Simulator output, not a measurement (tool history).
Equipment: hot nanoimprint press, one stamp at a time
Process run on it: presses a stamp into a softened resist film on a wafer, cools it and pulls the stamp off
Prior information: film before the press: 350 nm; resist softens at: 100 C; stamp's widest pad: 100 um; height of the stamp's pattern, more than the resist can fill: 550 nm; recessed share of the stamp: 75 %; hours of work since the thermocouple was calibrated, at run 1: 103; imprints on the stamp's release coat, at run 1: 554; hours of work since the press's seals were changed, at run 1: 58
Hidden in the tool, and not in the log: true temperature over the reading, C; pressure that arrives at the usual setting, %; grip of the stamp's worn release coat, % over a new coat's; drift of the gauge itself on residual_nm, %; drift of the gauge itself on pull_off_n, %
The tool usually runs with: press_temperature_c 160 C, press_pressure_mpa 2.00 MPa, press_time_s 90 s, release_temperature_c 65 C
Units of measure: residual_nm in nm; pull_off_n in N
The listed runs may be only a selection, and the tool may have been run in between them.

| run | day | press_temperature_c | press_pressure_mpa | press_time_s | release_temperature_c | hours of work since the thermocouple was calibrated | imprints on the stamp's release coat | hours of work since the press's seals were changed | residual_nm | pull_off_n |
|---|---|---|---|---|---|---|---|---|---|---|
| 1 | 0.000 | 160 | 2.00 | 90 | 65 | 103 | 554 | 58 | 165.9 | 195 |
| 2 | 0.492 | 160 | 2.00 | 90 | 65 | 109 | 582 | 64 | 166.7 | 184 |
| 3 | 0.725 | 160 | 2.00 | 90 | 65 | 113 | 595 | 67 | 166.1 | 203 |
| 4 | 1.096 | 160 | 2.54 | 90 | 65 | 118 | 617 | 72 | 145.6 | 200 |
| 5 | 1.525 | 160 | 2.54 | 90 | 65 | 123 | 642 | 78 | 146.0 | 207 |
| 6 | 1.912 | 161 | 2.00 | 90 | 65 | 129 | 664 | 83 | 161.6 | 204 |
| 7 | 2.146 | 161 | 2.00 | 90 | 65 | 132 | 677 | 87 | 162.4 | 202 |
| 8 | 2.462 | 161 | 2.00 | 90 | 65 | 136 | 695 | 91 | 162.2 | 204 |
| 9 | 2.904 | 160 | 2.00 | 84 | 65 | 142 | 721 | 97 | 170.7 | 205 |
| 10 | 3.375 | 161 | 2.00 | 90 | 65 | 148 | 748 | 103 | 161.6 | 212 |
| 11 | 3.779 | 161 | 2.00 | 90 | 65 | 154 | 771 | 109 | 162.6 | 207 |
| 12 | 4.246 | 161 | 2.00 | 90 | 65 | 160 | 798 | 115 | 163.2 | 209 |
| 13 | 4.458 | 160 | 2.00 | 90 | 65 | 163 | 810 | 118 | 167.1 | 215 |
| 14 | 4.879 | 160 | 2.00 | 90 | 65 | 169 | 834 | 123 | 167.5 | 211 |
| 15 | 5.188 | 160 | 2.00 | 90 | 65 | 173 | 852 | 128 | 167.8 | 208 |
| 16 | 5.475 | 160 | 2.00 | 90 | 65 | 177 | 869 | 131 | 168.2 | 218 |
| 17 | 5.829 | 152 | 1.24 | 90 | 65 | 182 | 889 | 136 | 258.4 | 213 |
| 18 | 6.254 | 152 | 1.24 | 90 | 65 | 187 | 913 | 142 | 258.4 | 228 |
| 19 | 6.596 | 160 | 2.00 | 104 | 65 | 192 | 933 | 147 | 159.4 | 220 |
| 20 | 7.029 | 160 | 2.00 | 104 | 65 | 198 | 958 | 152 | 160.5 | 232 |
| 21 | 7.479 | 160 | 2.30 | 95 | 65 | 204 | 984 | 159 | 153.1 | 228 |
| 22 | 7.708 | 148 | 2.30 | 95 | 65 | 207 | 997 | 162 | 220.2 | 220 |
| 23 | 7.967 | 160 | 1.50 | 81 | 65 | 210 | 1012 | 165 | 200.9 | 223 |
| 24 | 8.192 | 160 | 1.50 | 81 | 65 | 213 | 1025 | 168 | 201.8 | 236 |
| 25 | 8.533 | 161 | 2.00 | 52 | 65 | 218 | 1044 | 173 | 192.6 | 230 |
| 26 | 9.033 | 161 | 2.00 | 52 | 65 | 225 | 1073 | 179 | 193.0 | 235 |
| 27 | 9.521 | 161 | 2.00 | 52 | 65 | 231 | 1101 | 186 | 194.1 | 238 |
|  | 10.096 | stamp cleaned and given a new release coat |
| 28 | 10.212 | 163 | 2.93 | 81 | 70 | 237 | 6 | 192 | 127.7 | 141 |
| 29 | 10.629 | 163 | 2.93 | 81 | 70 | 243 | 30 | 198 | 128.9 | 142 |

What if the next run were any one of these 4? Each begins from the tool's condition after run 29:
| A | 10.846 | 163 | 1.72 | 81 | 70 | 246 | 43 | 201 | ? | ? |
| B | 10.846 | 163 | 2.09 | 56 | 59 | 246 | 43 | 201 | ? | ? |
| C | 10.846 | 163 | 2.93 | 143 | 70 | 246 | 43 | 201 | ? | ? |
| D | 10.846 | 170 | 1.46 | 56 | 65 | 246 | 43 | 201 | ? | ? |

| run | residual_nm | pull_off_n |
|---|---|---|
| A | 174.5 | 138 |
| B | 176.0 | 193 |
| C | 105.4 | 143 |
| D | 177.8 | 157 |
With no hidden state in the tool, these same runs would have given:
| run | residual_nm | pull_off_n |
|---|---|---|
| A | 170.2 | 132 |
| B | 171.6 | 186 |
| C | 102.3 | 137 |
| D | 173.8 | 151 |
